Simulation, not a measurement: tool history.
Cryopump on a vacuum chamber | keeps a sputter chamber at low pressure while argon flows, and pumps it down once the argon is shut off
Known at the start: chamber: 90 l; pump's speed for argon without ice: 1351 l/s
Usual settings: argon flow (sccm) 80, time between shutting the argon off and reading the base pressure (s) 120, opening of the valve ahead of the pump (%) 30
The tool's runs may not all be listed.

run   hour  argon flow (sccm)  time between shutting the argon off and reading the base pressure (s)  opening of the valve ahead of the pump (%)  pressure while argon flows (Pa)  pressure after the wait (uPa)
  1    0.0                 80                                                                    120                                          30                           0.3675                           2.36
      43.4  -- pump warmed up, emptied and cooled again
  2   69.6                 80                                                                    120                                          28                           0.3598                           2.10
  3  125.3                 80                                                                    120                                          28                           0.3577                           2.17
  4  220.6                 80                                                                     56                                          30                           0.3392                           3.20
  5  299.0                 80                                                                     56                                          30                           0.3363                           3.39
  6  374.4                 64                                                                     56                                          20                           0.4067                           3.37
  7  472.8                 64                                                                     56                                          20                           0.4096                           3.79
  8  565.3                 64                                                                     56                                          20                           0.4094                           3.83
  9  635.1                 33                                                                    120                                          39                           0.1120                           2.99

The next listed run, before its measurement:
 10  716.8                 33                                                                    210                                          38                                ?                              ?

pressure while argon flows (Pa): 0.1153
pressure after the wait (uPa): 2.87
Without the tool's hidden state the same run would have given pressure while argon flows (Pa) 0.1089, pressure after the wait (uPa) 0.68.
